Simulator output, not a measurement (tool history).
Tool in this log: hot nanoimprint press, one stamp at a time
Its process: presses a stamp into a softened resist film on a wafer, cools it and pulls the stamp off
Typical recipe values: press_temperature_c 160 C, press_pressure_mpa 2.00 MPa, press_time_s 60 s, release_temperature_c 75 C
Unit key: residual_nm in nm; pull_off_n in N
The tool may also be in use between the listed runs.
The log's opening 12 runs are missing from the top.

Run 13, day 3.850: usual settings but release_temperature_c 71 C. Result: residual_nm 185.6 nm, pull_off_n 107 N.
Run 14, day 4.146: usual settings but release_temperature_c 71 C. Result: residual_nm 187.7 nm, pull_off_n 100 N.
Run 15, day 4.471: usual settings but release_temperature_c 71 C. Result: residual_nm 188.8 nm, pull_off_n 104 N.
Run 16, day 4.688: usual settings but release_temperature_c 71 C. Result: residual_nm 187.4 nm, pull_off_n 101 N.
Run 17, day 5.025: usual settings but release_temperature_c 71 C. Result: residual_nm 189.9 nm, pull_off_n 102 N.
At day 5.629: stamp cleaned and given a new release coat.
Run 18, day 5.629: usual settings but release_temperature_c 71 C. Result: residual_nm 190.2 nm, pull_off_n 97 N.
Run 19, day 5.858: usual settings but press_temperature_c 159 C, press_pressure_mpa 3.16 MPa, release_temperature_c 65 C. Result: residual_nm 161.3 nm, pull_off_n 107 N.
Run 20, day 6.262: usual settings but press_temperature_c 166 C. Result: residual_nm 136.0 nm, pull_off_n 94 N.
Run 21, day 6.458: usual settings but press_temperature_c 163 C, press_pressure_mpa 2.23 MPa, release_temperature_c 69 C. Result: residual_nm 153.1 nm, pull_off_n 100 N.
Run 22, day 6.842: usual settings but press_temperature_c 163 C, press_pressure_mpa 2.23 MPa, release_temperature_c 69 C. Result: residual_nm 152.5 nm, pull_off_n 100 N.
Run 23, day 7.083: usual settings but press_temperature_c 164 C. Result: residual_nm 151.6 nm, pull_off_n 96 N.
Run 24, day 7.312: usual settings but press_temperature_c 164 C, press_pressure_mpa 2.35 MPa. Result: residual_nm 140.6 nm, pull_off_n 95 N.
Run 25, day 7.562: usual settings but press_temperature_c 166 C, press_pressure_mpa 2.43 MPa, press_time_s 41 s, release_temperature_c 81 C. Result: residual_nm 142.6 nm, pull_off_n 87 N.
Run 26, day 7.892: usual settings but press_pressure_mpa 2.04 MPa, release_temperature_c 61 C. Result: residual_nm 186.0 nm, pull_off_n 112 N.
Run 27, day 8.329: usual settings but press_temperature_c 164 C, press_pressure_mpa 2.04 MPa, press_time_s 33 s, release_temperature_c 65 C. Result: residual_nm 190.8 nm, pull_off_n 106 N.
Run 28, day 8.517: usual settings but press_temperature_c 164 C, press_pressure_mpa 2.46 MPa, press_time_s 38 s, release_temperature_c 65 C. Result: residual_nm 165.0 nm, pull_off_n 108 N.
Run 29, day 8.867: usual settings but press_temperature_c 164 C, press_pressure_mpa 2.46 MPa, press_time_s 38 s, release_temperature_c 65 C. Result: residual_nm 164.0 nm, pull_off_n 106 N.
Run 30, day 9.183: usual settings but press_time_s 61 s. Result: residual_nm 187.7 nm, pull_off_n 96 N.

What if the next run were any one of these 3? Each begins from the tool's condition after run 30:
Run A, day 9.446: usual settings but press_temperature_c 168 C, press_time_s 68 s. Result: residual_nm ?, pull_off_n ?.
Run B, day 9.446: usual settings but press_temperature_c 168 C, press_time_s 61 s, release_temperature_c 82 C. Result: residual_nm ?, pull_off_n ?.
Run C, day 9.446: usual settings but press_temperature_c 155 C, press_pressure_mpa 1.22 MPa, press_time_s 54 s. Result: residual_nm ?, pull_off_n ?.

run  residual_nm  pull_off_n
  A        115.3          98
  B        120.6          84
  C        294.5          95
The same runs, with their run-to-run variation unchanged, on a tool lacking any hidden condition would have given:
run  residual_nm  pull_off_n
  A        115.1          97
  B        120.3          83
  C        294.2          94
